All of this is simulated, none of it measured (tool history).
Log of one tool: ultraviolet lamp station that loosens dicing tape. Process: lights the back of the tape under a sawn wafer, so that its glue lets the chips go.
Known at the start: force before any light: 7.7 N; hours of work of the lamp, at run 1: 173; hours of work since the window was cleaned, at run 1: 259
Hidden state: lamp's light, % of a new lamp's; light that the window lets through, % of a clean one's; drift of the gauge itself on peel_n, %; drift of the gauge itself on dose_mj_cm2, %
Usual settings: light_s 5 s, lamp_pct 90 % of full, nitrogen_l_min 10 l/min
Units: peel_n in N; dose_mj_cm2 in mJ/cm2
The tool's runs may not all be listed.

run	hour	light_s	lamp_pct	nitrogen_l_min	hours of work of the lamp	hours of work since the window was cleaned	peel_n	dose_mj_cm2
1	0.0	5	90	10	173	259	0.466	378
2	8.5	5	90	10	178	264	0.472	376
3	17.3	5	90	10	184	270	0.493	382
4	22.6	3	90	10	187	273	1.403	227
5	31.7	3	70	10	193	279	2.025	174
6	39.9	5	90	4	198	284	1.126	378
7	45.1	5	90	4	201	287	1.108	375
8	51.2	5	90	10	205	291	0.497	375
9	58.1	5	90	10	209	295	0.500	370
10	67.5	5	90	3	215	301	1.380	368
11	73.6	5	90	3	218	304	1.372	371
12	82.7	5	90	3	224	310	1.443	367
13	90.9	3	90	10	229	315	1.416	225
14	96.6	5	90	10	233	319	0.509	367
15	105.6	5	82	10	238	324	0.630	331
16	109.6	5	68	13	241	327	0.816	278
17	116.4	9	90	10	245	331	0.152	657
18	120.5	6	100	16	247	333	0.181	489
19	126.8	5	64	9	251	337	1.179	260
20	131.1	7	65	4	254	340	1.159	368
21	138.1	7	65	4	258	344	1.145	367
22	142.9	3	83	4	261	347	2.606	201
23	148.5	5	71	16	264	351	0.623	285
24	155.5	5	71	16	269	355	0.634	284
25	165.0	9	90	10	275	361	0.149	646
26	170.1	4	76	8	278	364	1.407	241
27	176.3	4	76	8	282	368	1.407	248
28	184.4	3	76	10	287	373	1.865	183
29	191.5	5	76	10	291	377	0.815	299

Forecast each of these 5 alternatives for the next run:
A	196.0	5	89	10	294	380	?	?
B	196.0	2	86	16	294	380	?	?
C	196.0	3	61	18	294	380	?	?
D	196.0	3	75	17	294	380	?	?
E	196.0	6	61	10	294	380	?	?

run	peel_n	dose_mj_cm2
A	0.569	354
B	2.192	138
C	1.963	144
D	1.451	181
E	0.906	288
Without the tool's hidden state the same runs would have given:
run	peel_n	dose_mj_cm2
A	0.379	421
B	1.742	164
C	1.526	171
D	1.078	215
E	0.622	342

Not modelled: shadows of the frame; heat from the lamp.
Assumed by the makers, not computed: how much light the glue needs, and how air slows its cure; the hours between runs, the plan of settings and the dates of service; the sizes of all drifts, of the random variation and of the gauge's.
